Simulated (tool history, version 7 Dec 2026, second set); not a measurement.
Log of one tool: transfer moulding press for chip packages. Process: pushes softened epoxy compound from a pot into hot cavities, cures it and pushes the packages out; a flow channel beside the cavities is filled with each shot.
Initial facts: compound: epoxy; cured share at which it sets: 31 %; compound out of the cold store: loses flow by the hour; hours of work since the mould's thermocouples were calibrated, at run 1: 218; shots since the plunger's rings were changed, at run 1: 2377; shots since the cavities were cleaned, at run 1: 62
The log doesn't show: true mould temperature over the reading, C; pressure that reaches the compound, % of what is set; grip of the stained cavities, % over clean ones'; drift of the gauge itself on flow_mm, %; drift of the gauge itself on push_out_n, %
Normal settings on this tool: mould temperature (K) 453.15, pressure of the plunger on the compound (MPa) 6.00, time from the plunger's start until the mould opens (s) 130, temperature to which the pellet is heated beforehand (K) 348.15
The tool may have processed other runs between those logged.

run	hour	mould temperature (K)	pressure of the plunger on the compound (MPa)	time from the plunger's start until the mould opens (s)	temperature to which the pellet is heated beforehand (K)	hours of work since the mould's thermocouples were calibrated	shots since the plunger's rings were changed	shots since the cavities were cleaned	incoming compound's hours out of the cold store	length that the compound runs in the flow channel (mm)	greatest force on the pins that push the packages out (N)
1	0.0	453.15	6.00	130	348.15	218	2377	62	46.2	513	323
2	7.6	453.15	6.00	130	348.15	223	2442	127	44.2	532	365
3	20.3	453.15	6.10	130	348.15	230	2552	237	9.0	677	424
# hour 23.8: plunger's sealing rings changed
4	30.1	453.15	6.00	130	341.15	234	53	299	12.4	700	445
5	35.6	453.15	6.00	130	341.15	237	100	346	46.3	537	398
6	41.0	453.15	6.00	130	341.15	240	147	393	38.0	577	440
7	53.2	453.15	6.00	130	341.15	246	252	498	45.0	552	473
8	59.4	453.15	7.07	130	348.15	250	306	552	35.6	639	468
# hour 67.4: cavities cleaned with cleaning compound and waxed
9	72.6	453.15	7.07	130	348.15	256	407	45	25.8	673	526
10	83.1	453.15	6.00	130	349.15	262	497	135	26.7	617	523
11	94.6	453.15	6.00	130	348.15	268	595	233	34.0	587	522
12	102.8	453.15	5.69	130	348.15	273	666	304	32.4	582	528
13	114.4	453.15	5.69	130	348.15	279	766	404	41.6	536	534
14	124.5	453.15	6.00	130	348.15	285	853	491	11.3	693	581
# hour 126.6: cavities cleaned with cleaning compound and waxed, once more
15	135.6	453.15	6.00	130	348.15	290	935	77	35.4	573	358
16	146.4	453.15	6.00	130	348.15	296	1028	170	12.4	681	412
17	157.7	453.15	6.00	130	348.15	303	1126	268	32.3	587	416
18	166.7	453.15	4.62	130	357.15	308	1204	346	40.6	477	427
19	173.1	453.15	4.62	130	357.15	311	1259	401	26.0	533	460
20	185.7	453.15	4.62	130	357.15	318	1367	509	36.1	504	469
21	193.6	453.15	5.70	130	349.15	322	1435	577	37.0	542	470

Expected results for the next run?
# hour 198.8: cavities cleaned with cleaning compound and waxed
22	205.0	455.15	5.70	119	349.15	328	1520	53	25.3	?	?

Run 22 measured length that the compound runs in the flow channel (mm) 596, greatest force on the pins that push the packages out (N) 370.
With no hidden state in the tool, this same run would have given length that the compound runs in the flow channel (mm) 612, greatest force on the pins that push the packages out (N) 330.
